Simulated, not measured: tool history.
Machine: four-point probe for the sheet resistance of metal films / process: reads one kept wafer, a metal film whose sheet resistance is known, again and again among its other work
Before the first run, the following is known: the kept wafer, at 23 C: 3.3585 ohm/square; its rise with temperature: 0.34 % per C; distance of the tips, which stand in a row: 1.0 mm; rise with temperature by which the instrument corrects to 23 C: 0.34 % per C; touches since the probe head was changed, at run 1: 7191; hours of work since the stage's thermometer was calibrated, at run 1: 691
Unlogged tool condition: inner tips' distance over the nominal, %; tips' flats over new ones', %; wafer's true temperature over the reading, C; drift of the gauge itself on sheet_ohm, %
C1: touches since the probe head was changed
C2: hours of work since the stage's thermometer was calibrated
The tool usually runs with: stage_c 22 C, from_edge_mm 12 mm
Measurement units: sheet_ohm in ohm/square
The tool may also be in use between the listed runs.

Run 1, hour 0.0: usual settings; C1 7191; C2 691. Result: sheet_ohm 3.388320 ohm/square.
Run 2, hour 23.1: usual settings; C1 7683; C2 701. Result: sheet_ohm 3.386784 ohm/square.
Run 3, hour 38.4: usual settings but stage_c 28 C; C1 8009; C2 708. Result: sheet_ohm 3.388349 ohm/square.
Run 4, hour 57.0: usual settings but stage_c 28 C; C1 8405; C2 716. Result: sheet_ohm 3.388224 ohm/square.
Run 5, hour 80.6: usual settings; C1 8908; C2 726. Result: sheet_ohm 3.388214 ohm/square.
Run 6, hour 100.4: usual settings; C1 9329; C2 734. Result: sheet_ohm 3.387408 ohm/square.
Run 7, hour 115.2: usual settings; C1 9644; C2 740. Result: sheet_ohm 3.386817 ohm/square.
Run 8, hour 125.9: usual settings; C1 9872; C2 745. Result: sheet_ohm 3.388151 ohm/square.
Run 9, hour 141.8: usual settings; C1 10211; C2 752. Result: sheet_ohm 3.388300 ohm/square.
Run 10, hour 157.6: usual settings; C1 10547; C2 759. Result: sheet_ohm 3.389586 ohm/square.
Run 11, hour 175.3: usual settings; C1 10924; C2 766. Result: sheet_ohm 3.388449 ohm/square.
Run 12, hour 191.0: usual settings but from_edge_mm 25 mm; C1 11258; C2 773. Result: sheet_ohm 3.378073 ohm/square.

What does the tool deliver on the next run?
Run 13, hour 206.7: usual settings but from_edge_mm 25 mm; C1 11592; C2 780. Result: sheet_ohm ?.

{"run 13": {"sheet_ohm": 3.378824}}
With the hidden condition absent and the run-to-run variation left alone, this run would have shown sheet_ohm 3.361390 ohm/square.

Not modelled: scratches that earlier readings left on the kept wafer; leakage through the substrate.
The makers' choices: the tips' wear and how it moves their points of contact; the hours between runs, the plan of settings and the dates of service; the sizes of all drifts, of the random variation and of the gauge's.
